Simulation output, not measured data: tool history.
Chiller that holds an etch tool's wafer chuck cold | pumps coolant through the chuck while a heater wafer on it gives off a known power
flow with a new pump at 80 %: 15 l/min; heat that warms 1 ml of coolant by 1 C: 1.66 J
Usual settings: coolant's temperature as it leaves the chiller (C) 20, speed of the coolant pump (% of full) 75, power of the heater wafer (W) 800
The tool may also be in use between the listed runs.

run,hour,coolant's temperature as it leaves the chiller (C),speed of the coolant pump (% of full),power of the heater wafer (W),chuck's temperature once it has settled (C),how much warmer the coolant comes back (C)
1,0.0,20,75,800,26.9,2.11
2,102.8,20,66,800,27.6,2.45
3,266.4,20,66,800,27.4,2.47
4,373.9,11,75,800,17.7,2.16
5,541.6,11,75,800,17.9,2.16
6,620.4,20,75,800,26.9,2.15
7,694.4,16,75,800,22.9,2.16
8,849.1,20,89,800,26.1,1.80
9,1010.1,18,88,665,23.1,1.52
10,1093.6,23,79,688,28.8,1.77
11,1249.9,23,79,688,28.7,1.76

Forecast each of these 5 alternatives for the next run:
A,1377.5,29,63,800,?,?
B,1377.5,17,87,688,?,?
C,1377.5,26,92,569,?,?
D,1377.5,20,95,711,?,?
E,1377.5,13,75,800,?,?

run,chuck's temperature once it has settled (C),how much warmer the coolant comes back (C)
A,37.2,2.62
B,22.3,1.61
C,30.2,1.25
D,25.1,1.52
E,20.1,2.18
Without the tool's hidden state the same runs would have given:
run,chuck's temperature once it has settled (C),how much warmer the coolant comes back (C)
A,36.1,2.48
B,21.6,1.52
C,29.7,1.18
D,24.5,1.43
E,19.1,2.06
